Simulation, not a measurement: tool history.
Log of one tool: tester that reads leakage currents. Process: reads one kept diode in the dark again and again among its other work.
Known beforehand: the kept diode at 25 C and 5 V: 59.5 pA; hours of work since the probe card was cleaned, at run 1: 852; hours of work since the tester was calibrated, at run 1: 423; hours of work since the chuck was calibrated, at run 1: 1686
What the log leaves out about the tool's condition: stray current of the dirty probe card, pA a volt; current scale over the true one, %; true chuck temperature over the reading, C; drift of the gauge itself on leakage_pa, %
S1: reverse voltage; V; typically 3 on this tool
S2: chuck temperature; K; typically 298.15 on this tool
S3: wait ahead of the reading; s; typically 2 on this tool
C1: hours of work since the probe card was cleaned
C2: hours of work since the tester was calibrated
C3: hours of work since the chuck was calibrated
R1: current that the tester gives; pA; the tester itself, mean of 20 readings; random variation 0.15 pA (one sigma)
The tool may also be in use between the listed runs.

{"run": 1, "day": 0.0, "S1": 3, "S2": 298.15, "S3": 2, "C1": 852, "C2": 423, "C3": 1686, "R1": 53.54}
{"run": 2, "day": 1.825, "S1": 3, "S2": 298.15, "S3": 2.86, "C1": 886, "C2": 457, "C3": 1721, "R1": 53.37}
{"run": 3, "day": 3.812, "S1": 3, "S2": 298.15, "S3": 2.86, "C1": 923, "C2": 494, "C3": 1758, "R1": 54.09}
{"run": 4, "day": 5.579, "S1": 3, "S2": 298.15, "S3": 2.86, "C1": 957, "C2": 528, "C3": 1791, "R1": 54.03}
{"run": 5, "day": 6.983, "S1": 3, "S2": 332.15, "S3": 2.86, "C1": 983, "C2": 554, "C3": 1818, "R1": 469.31}
{"run": 6, "day": 8.179, "S1": 1.94, "S2": 298.15, "S3": 2, "C1": 1006, "C2": 577, "C3": 1840, "R1": 44.51}
{"day": 9.488, "done": "chuck's temperature calibrated"}
{"run": 7, "day": 10.288, "S1": 1.94, "S2": 298.15, "S3": 2, "C1": 1044, "C2": 615, "C3": 15, "R1": 40.03}
{"run": 8, "day": 12.225, "S1": 3, "S2": 298.15, "S3": 2, "C1": 1080, "C2": 651, "C3": 52, "R1": 48.75}
{"run": 9, "day": 14.633, "S1": 3, "S2": 298.15, "S3": 2, "C1": 1126, "C2": 697, "C3": 97, "R1": 48.98}
{"run": 10, "day": 16.65, "S1": 3, "S2": 298.15, "S3": 2, "C1": 1164, "C2": 735, "C3": 135, "R1": 49.2}
{"run": 11, "day": 19.067, "S1": 3, "S2": 298.15, "S3": 2, "C1": 1209, "C2": 780, "C3": 180, "R1": 49.34}
{"run": 12, "day": 21.196, "S1": 3, "S2": 298.15, "S3": 2, "C1": 1249, "C2": 820, "C3": 221, "R1": 49.52}
{"run": 13, "day": 22.612, "S1": 3, "S2": 298.15, "S3": 1.23, "C1": 1276, "C2": 847, "C3": 247, "R1": 49.56}
{"run": 14, "day": 23.696, "S1": 3, "S2": 298.15, "S3": 2, "C1": 1296, "C2": 867, "C3": 268, "R1": 49.35}
{"run": 15, "day": 25.233, "S1": 3, "S2": 298.15, "S3": 2, "C1": 1325, "C2": 896, "C3": 297, "R1": 49.68}
{"run": 16, "day": 27.262, "S1": 3, "S2": 298.15, "S3": 2, "C1": 1363, "C2": 934, "C3": 335, "R1": 49.66}
{"run": 17, "day": 29.742, "S1": 3, "S2": 298.15, "S3": 2, "C1": 1410, "C2": 981, "C3": 381, "R1": 50.18}
{"run": 18, "day": 31.692, "S1": 3, "S2": 298.15, "S3": 2, "C1": 1447, "C2": 1018, "C3": 418, "R1": 50.01}
{"run": 19, "day": 33.725, "S1": 3, "S2": 298.15, "S3": 2, "C1": 1485, "C2": 1056, "C3": 456, "R1": 50.18}
{"run": 20, "day": 34.929, "S1": 3, "S2": 297.15, "S3": 2, "C1": 1508, "C2": 1079, "C3": 479, "R1": 46.93}
{"run": 21, "day": 36.804, "S1": 10.45, "S2": 320.15, "S3": 6.91, "C1": 1543, "C2": 1114, "C3": 514, "R1": 376.66}
{"run": 22, "day": 38.721, "S1": 10.45, "S2": 320.15, "S3": 6.91, "C1": 1579, "C2": 1150, "C3": 551, "R1": 374.89}
{"run": 23, "day": 40.258, "S1": 1.01, "S2": 321.15, "S3": 0.67, "C1": 1608, "C2": 1179, "C3": 579, "R1": 141.53}
{"run": 24, "day": 41.317, "S1": 4.58, "S2": 298.15, "S3": 2, "C1": 1628, "C2": 1199, "C3": 599, "R1": 61.74}
{"run": 25, "day": 43.362, "S1": 4.58, "S2": 298.15, "S3": 2, "C1": 1667, "C2": 1238, "C3": 638, "R1": 61.78}
{"run": 26, "day": 45.425, "S1": 3.63, "S2": 298.15, "S3": 0.7, "C1": 1705, "C2": 1276, "C3": 677, "R1": 56.24}
{"run": 27, "day": 46.779, "S1": 3.63, "S2": 298.15, "S3": 1.09, "C1": 1731, "C2": 1302, "C3": 702, "R1": 55.94}
{"run": 28, "day": 48.946, "S1": 3.63, "S2": 298.15, "S3": 1.09, "C1": 1772, "C2": 1343, "C3": 743, "R1": 56.32}
{"run": 29, "day": 50.858, "S1": 3.63, "S2": 298.15, "S3": 1.09, "C1": 1808, "C2": 1379, "C3": 779, "R1": 56.28}
{"run": 30, "day": 52.725, "S1": 4.95, "S2": 296.15, "S3": 0.78, "C1": 1843, "C2": 1414, "C3": 814, "R1": 57.26}
{"run": 31, "day": 54.8, "S1": 1.56, "S2": 310.15, "S3": 0.46, "C1": 1882, "C2": 1453, "C3": 853, "R1": 87.26}
{"run": 32, "day": 57.029, "S1": 1.3, "S2": 322.15, "S3": 0.81, "C1": 1924, "C2": 1495, "C3": 895, "R1": 171}
{"run": 33, "day": 59.0, "S1": 9.8, "S2": 315.15, "S3": 2.53, "C1": 1961, "C2": 1532, "C3": 932, "R1": 275.05}
{"run": 34, "day": 61.396, "S1": 3, "S2": 298.15, "S3": 0.51, "C1": 2006, "C2": 1577, "C3": 978, "R1": 53.16}
{"run": 35, "day": 62.554, "S1": 7.81, "S2": 331.15, "S3": 0.51, "C1": 2028, "C2": 1599, "C3": 999, "R1": 654.26}

What will run 36 give?
{"run": 36, "day": 64.379, "S1": 7.81, "S2": 299.15, "S3": 0.38, "C1": 2062, "C2": 1633, "C3": 1034, "R1": "?"}

R1: 89.74 pA
Minus the tool's unlogged condition, the same run would have read R1 80.85 pA.

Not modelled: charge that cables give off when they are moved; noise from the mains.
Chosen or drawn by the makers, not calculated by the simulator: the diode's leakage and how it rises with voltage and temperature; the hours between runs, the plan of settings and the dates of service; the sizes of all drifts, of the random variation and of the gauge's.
